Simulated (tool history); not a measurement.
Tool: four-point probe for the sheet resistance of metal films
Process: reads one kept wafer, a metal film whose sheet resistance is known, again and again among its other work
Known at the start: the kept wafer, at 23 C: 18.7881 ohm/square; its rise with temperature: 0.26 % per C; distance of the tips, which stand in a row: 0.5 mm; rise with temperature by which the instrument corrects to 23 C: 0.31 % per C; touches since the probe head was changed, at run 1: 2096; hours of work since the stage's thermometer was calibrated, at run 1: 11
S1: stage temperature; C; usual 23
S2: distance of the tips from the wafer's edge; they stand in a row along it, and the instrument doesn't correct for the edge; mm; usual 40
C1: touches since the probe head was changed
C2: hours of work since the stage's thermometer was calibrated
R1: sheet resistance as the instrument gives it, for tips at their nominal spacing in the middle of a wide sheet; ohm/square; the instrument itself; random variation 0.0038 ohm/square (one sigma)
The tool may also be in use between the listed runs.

run 1 hour=0.0 | S1=23 S2=40 | C1=2096 C2=11 | R1=18.838020
run 2 hour=18.2 | S1=23 S2=6 | C1=2369 C2=18 | R1=18.907389
run 3 hour=37.4 | S1=23 S2=6 | C1=2656 C2=26 | R1=18.897766
run 4 hour=53.0 | S1=23 S2=6 | C1=2891 C2=33 | R1=18.901996
run 5 hour=68.9 | S1=23 S2=9 | C1=3129 C2=39 | R1=18.863799
run 6 hour=84.9 | S1=23 S2=9 | C1=3369 C2=46 | R1=18.854304
run 7 hour=96.0 | S1=21 S2=40 | C1=3535 C2=50 | R1=18.850372
run 8 hour=107.9 | S1=21 S2=40 | C1=3712 C2=55 | R1=18.853946
run 9 hour=121.8 | S1=21 S2=4 | C1=3921 C2=61 | R1=19.007323
run 10 hour=144.6 | S1=21 S2=4 | C1=4263 C2=70 | R1=19.008611
run 11 hour=167.7 | S1=21 S2=4 | C1=4608 C2=79 | R1=19.003815
run 12 hour=191.7 | S1=23 S2=40 | C1=4968 C2=89 | R1=18.826491
-- hour=194.0 stage's thermometer calibrated
run 13 hour=212.4 | S1=23 S2=5 | C1=5270 C2=7 | R1=18.927237
run 14 hour=227.0 | S1=23 S2=5 | C1=5490 C2=13 | R1=18.921664
run 15 hour=249.8 | S1=23 S2=40 | C1=5832 C2=23 | R1=18.827607
run 16 hour=272.3 | S1=32 S2=42 | C1=6168 C2=32 | R1=18.746289
run 17 hour=283.8 | S1=32 S2=3 | C1=6341 C2=36 | R1=19.018363
run 18 hour=306.5 | S1=32 S2=3 | C1=6680 C2=46 | R1=19.018552
run 19 hour=327.5 | S1=32 S2=3 | C1=6995 C2=54 | R1=19.015560
run 20 hour=340.8 | S1=18 S2=3 | C1=7194 C2=60 | R1=19.147611
-- hour=353.6 stage's thermometer calibrated, once more
run 21 hour=359.0 | S1=33 S2=10 | C1=7459 C2=2 | R1=18.752926
run 22 hour=378.2 | S1=34 S2=5 | C1=7748 C2=10 | R1=18.821105
run 23 hour=403.0 | S1=34 S2=5 | C1=8119 C2=20 | R1=18.819404
run 24 hour=423.1 | S1=23 S2=5 | C1=8420 C2=28 | R1=18.920107
run 25 hour=442.6 | S1=23 S2=5 | C1=8712 C2=36 | R1=18.922660
run 26 hour=465.6 | S1=33 S2=40 | C1=9057 C2=46 | R1=18.723722
run 27 hour=477.4 | S1=33 S2=40 | C1=9233 C2=50 | R1=18.729960
run 28 hour=488.6 | S1=33 S2=40 | C1=9402 C2=55 | R1=18.730345
run 29 hour=503.9 | S1=33 S2=40 | C1=9631 C2=61 | R1=18.726875
run 30 hour=519.2 | S1=23 S2=5 | C1=9861 C2=67 | R1=18.914244

Forecast each of these 5 alternatives for the next run:
run A hour=539.6 | S1=33 S2=35 | C1=10165 C2=76 | R1=?
run B hour=539.6 | S1=22 S2=4 | C1=10165 C2=76 | R1=?
run C hour=539.6 | S1=23 S2=9 | C1=10165 C2=76 | R1=?
run D hour=539.6 | S1=20 S2=19 | C1=10165 C2=76 | R1=?
run E hour=539.6 | S1=23 S2=33 | C1=10165 C2=76 | R1=?

run=A R1=18.724679
run=B R1=18.977985
run=C R1=18.848503
run=D R1=18.844263
run=E R1=18.816825
Without the tool's hidden state the same runs would have given:
run=A R1=18.700036
run=B R1=18.952977
run=C R1=18.823658
run=D R1=18.819408
run=E R1=18.792020

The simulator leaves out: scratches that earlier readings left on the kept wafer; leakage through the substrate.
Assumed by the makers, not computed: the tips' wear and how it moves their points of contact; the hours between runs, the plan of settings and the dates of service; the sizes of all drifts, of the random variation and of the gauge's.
